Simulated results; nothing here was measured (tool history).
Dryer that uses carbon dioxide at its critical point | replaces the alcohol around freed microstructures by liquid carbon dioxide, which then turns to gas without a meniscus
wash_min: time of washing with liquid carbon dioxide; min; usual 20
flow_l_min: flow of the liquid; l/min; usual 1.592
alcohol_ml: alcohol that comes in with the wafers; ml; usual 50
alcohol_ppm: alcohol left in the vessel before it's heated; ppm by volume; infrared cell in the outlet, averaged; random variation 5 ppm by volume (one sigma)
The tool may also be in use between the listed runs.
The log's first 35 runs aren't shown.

| run | hour | wash_min | flow_l_min | alcohol_ml | hours of work since the filter was changed | hours of work since the purifier's bed was changed | alcohol_ppm |
|---|---|---|---|---|---|---|---|
| 36 | 491.1 | 14 | 1.592 | 50 | 203 | 220 | 361 |
| 37 | 504.0 | 14 | 1.740 | 75 | 207 | 224 | 406 |
| 38 | 522.4 | 28 | 2.490 | 36 | 212 | 229 | 65 |
| 39 | 540.9 | 17 | 1.510 | 36 | 218 | 235 | 208 |
| 40 | 551.0 | 14 | 1.180 | 99 | 221 | 238 | 1759 |
| 41 | 563.1 | 15 | 1.350 | 63 | 224 | 241 | 665 |
| 42 | 580.4 | 18 | 1.430 | 63 | 230 | 246 | 313 |
| 43 | 597.9 | 18 | 1.430 | 21 | 235 | 252 | 160 |
| 44 | 610.2 | 15 | 1.430 | 116 | 239 | 255 | 990 |
| 45 | 626.1 | 26 | 1.030 | 50 | 243 | 260 | 248 |
| 46 | 645.2 | 20 | 1.280 | 28 | 249 | 266 | 200 |
| 47 | 656.9 | 20 | 1.592 | 29 | 253 | 270 | 123 |

Forecast each of these 3 alternatives for the next run:
| A | 673.4 | 17 | 1.592 | 24 | 258 | 274 | ? |
| B | 673.4 | 20 | 2.550 | 29 | 258 | 274 | ? |
| C | 673.4 | 13 | 1.910 | 71 | 258 | 274 | ? |

| run | alcohol_ppm |
|---|---|
| A | 154 |
| B | 79 |
| C | 411 |
Without the tool's hidden state the same runs would have given:
| run | alcohol_ppm |
|---|---|
| A | 33 |
| B | 0 |
| C | 162 |

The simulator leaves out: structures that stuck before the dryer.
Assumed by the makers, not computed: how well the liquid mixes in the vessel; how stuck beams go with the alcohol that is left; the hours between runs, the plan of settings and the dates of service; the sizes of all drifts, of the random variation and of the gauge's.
